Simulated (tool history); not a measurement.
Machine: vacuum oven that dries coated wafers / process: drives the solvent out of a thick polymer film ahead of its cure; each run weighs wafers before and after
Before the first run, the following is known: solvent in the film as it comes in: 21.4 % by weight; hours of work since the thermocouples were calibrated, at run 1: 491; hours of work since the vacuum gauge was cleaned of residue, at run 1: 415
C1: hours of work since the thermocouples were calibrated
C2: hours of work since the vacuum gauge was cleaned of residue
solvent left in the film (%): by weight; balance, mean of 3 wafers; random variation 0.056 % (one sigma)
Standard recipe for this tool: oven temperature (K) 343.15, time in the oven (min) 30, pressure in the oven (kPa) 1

run 1 hour=0 | oven_temperature_(K)=343.15 time_in_the_oven_(min)=30 pressure_in_the_oven_(kPa)=1 | C1=491 C2=415 | solvent_left_in_the_film_(%)=2.45
run 2 hour=18.2 | oven_temperature_(K)=343.15 time_in_the_oven_(min)=30 pressure_in_the_oven_(kPa)=1 | C1=501 C2=424 | solvent_left_in_the_film_(%)=2.42
run 3 hour=36.8 | oven_temperature_(K)=343.15 time_in_the_oven_(min)=30 pressure_in_the_oven_(kPa)=1 | C1=510 C2=434 | solvent_left_in_the_film_(%)=2.47
run 4 hour=46.9 | oven_temperature_(K)=343.15 time_in_the_oven_(min)=30 pressure_in_the_oven_(kPa)=1 | C1=516 C2=439 | solvent_left_in_the_film_(%)=2.54
run 5 hour=65.1 | oven_temperature_(K)=343.15 time_in_the_oven_(min)=30 pressure_in_the_oven_(kPa)=1 | C1=525 C2=449 | solvent_left_in_the_film_(%)=2.42
run 6 hour=85.5 | oven_temperature_(K)=343.15 time_in_the_oven_(min)=30 pressure_in_the_oven_(kPa)=1 | C1=536 C2=460 | solvent_left_in_the_film_(%)=2.44
run 7 hour=98.9 | oven_temperature_(K)=343.15 time_in_the_oven_(min)=30 pressure_in_the_oven_(kPa)=1 | C1=543 C2=467 | solvent_left_in_the_film_(%)=2.51
run 8 hour=109.4 | oven_temperature_(K)=343.15 time_in_the_oven_(min)=30 pressure_in_the_oven_(kPa)=1 | C1=549 C2=472 | solvent_left_in_the_film_(%)=2.43
run 9 hour=125.6 | oven_temperature_(K)=343.15 time_in_the_oven_(min)=30 pressure_in_the_oven_(kPa)=1 | C1=557 C2=481 | solvent_left_in_the_film_(%)=2.51
run 10 hour=138.9 | oven_temperature_(K)=343.15 time_in_the_oven_(min)=30 pressure_in_the_oven_(kPa)=1 | C1=564 C2=488 | solvent_left_in_the_film_(%)=2.42
run 11 hour=156.8 | oven_temperature_(K)=350.15 time_in_the_oven_(min)=23 pressure_in_the_oven_(kPa)=1 | C1=574 C2=497 | solvent_left_in_the_film_(%)=1.62
run 12 hour=169.6 | oven_temperature_(K)=343.15 time_in_the_oven_(min)=34 pressure_in_the_oven_(kPa)=1.13 | C1=580 C2=504 | solvent_left_in_the_film_(%)=2
run 13 hour=191.2 | oven_temperature_(K)=338.15 time_in_the_oven_(min)=30 pressure_in_the_oven_(kPa)=0.56 | C1=592 C2=515 | solvent_left_in_the_film_(%)=4.16
run 14 hour=205.2 | oven_temperature_(K)=338.15 time_in_the_oven_(min)=30 pressure_in_the_oven_(kPa)=0.56 | C1=599 C2=523 | solvent_left_in_the_film_(%)=4.1
run 15 hour=221.2 | oven_temperature_(K)=338.15 time_in_the_oven_(min)=30 pressure_in_the_oven_(kPa)=0.56 | C1=607 C2=531 | solvent_left_in_the_film_(%)=4.15
run 16 hour=233 | oven_temperature_(K)=345.15 time_in_the_oven_(min)=53 pressure_in_the_oven_(kPa)=1.11 | C1=614 C2=537 | solvent_left_in_the_film_(%)=0.61
run 17 hour=251.2 | oven_temperature_(K)=357.15 time_in_the_oven_(min)=20 pressure_in_the_oven_(kPa)=0.81 | C1=623 C2=547 | solvent_left_in_the_film_(%)=0.85
run 18 hour=260.4 | oven_temperature_(K)=334.15 time_in_the_oven_(min)=19 pressure_in_the_oven_(kPa)=0.53 | C1=628 C2=552 | solvent_left_in_the_film_(%)=8.74
run 19 hour=280.7 | oven_temperature_(K)=334.15 time_in_the_oven_(min)=19 pressure_in_the_oven_(kPa)=0.53 | C1=639 C2=562 | solvent_left_in_the_film_(%)=8.83
run 20 hour=295.2 | oven_temperature_(K)=351.15 time_in_the_oven_(min)=45 pressure_in_the_oven_(kPa)=0.63 | C1=646 C2=570 | solvent_left_in_the_film_(%)=0.22

5 ways to go on from here, each from the tool as it stands after run 20. What would each give?
run A hour=307.7 | oven_temperature_(K)=347.15 time_in_the_oven_(min)=30 pressure_in_the_oven_(kPa)=1 | C1=653 C2=576 | solvent_left_in_the_film_(%)=?
run B hour=307.7 | oven_temperature_(K)=334.15 time_in_the_oven_(min)=17 pressure_in_the_oven_(kPa)=1.15 | C1=653 C2=576 | solvent_left_in_the_film_(%)=?
run C hour=307.7 | oven_temperature_(K)=353.15 time_in_the_oven_(min)=45 pressure_in_the_oven_(kPa)=0.63 | C1=653 C2=576 | solvent_left_in_the_film_(%)=?
run D hour=307.7 | oven_temperature_(K)=343.15 time_in_the_oven_(min)=15 pressure_in_the_oven_(kPa)=1 | C1=653 C2=576 | solvent_left_in_the_film_(%)=?
run E hour=307.7 | oven_temperature_(K)=348.15 time_in_the_oven_(min)=20 pressure_in_the_oven_(kPa)=1 | C1=653 C2=576 | solvent_left_in_the_film_(%)=?

run=A solvent_left_in_the_film_(%)=1.46
run=B solvent_left_in_the_film_(%)=9.37
run=C solvent_left_in_the_film_(%)=0.2
run=D solvent_left_in_the_film_(%)=6.35
run=E solvent_left_in_the_film_(%)=2.83
With no hidden state in the tool, these same runs would have given:
run=A solvent_left_in_the_film_(%)=1.44
run=B solvent_left_in_the_film_(%)=9.34
run=C solvent_left_in_the_film_(%)=0.19
run=D solvent_left_in_the_film_(%)=6.32
run=E solvent_left_in_the_film_(%)=2.81
